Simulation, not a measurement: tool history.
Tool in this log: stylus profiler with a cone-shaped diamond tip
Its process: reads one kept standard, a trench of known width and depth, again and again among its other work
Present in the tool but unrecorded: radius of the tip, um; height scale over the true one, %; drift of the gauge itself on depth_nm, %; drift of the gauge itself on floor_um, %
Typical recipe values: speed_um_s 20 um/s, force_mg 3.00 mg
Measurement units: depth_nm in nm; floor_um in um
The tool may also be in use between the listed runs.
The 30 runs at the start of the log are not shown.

run	hour	speed_um_s	force_mg	scans with this tip	hours of work since the height scale was calibrated	depth_nm	floor_um
31	604.6	6	3.00	11450	1177	1016.00	16.54
32	629.3	6	3.00	11615	1194	1015.84	16.46
33	651.3	34	3.24	11761	1209	1017.01	16.47
34	666.1	34	3.24	11860	1219	1016.96	16.46
35	685.1	44	2.25	11987	1232	1013.40	16.40
36	701.2	8	1.38	12094	1243	1009.24	16.50
37	721.8	8	1.38	12231	1257	1009.50	16.44
38	736.3	66	3.11	12328	1267	1016.75	16.40
39	764.4	66	3.11	12515	1286	1016.38	16.36
40	785.5	66	3.11	12655	1300	1016.52	16.38
41	811.5	29	8.81	12829	1318	1033.24	16.52

Estimate the outcome of run 42 from the log above:
42	836.8	39	8.81	12997	1336	?	?

{"run 42": {"depth_nm": 1033.47, "floor_um": 16.46}}
Had the tool carried no hidden state, the very same run would have given depth_nm 1033.52 nm, floor_um 16.49 um.

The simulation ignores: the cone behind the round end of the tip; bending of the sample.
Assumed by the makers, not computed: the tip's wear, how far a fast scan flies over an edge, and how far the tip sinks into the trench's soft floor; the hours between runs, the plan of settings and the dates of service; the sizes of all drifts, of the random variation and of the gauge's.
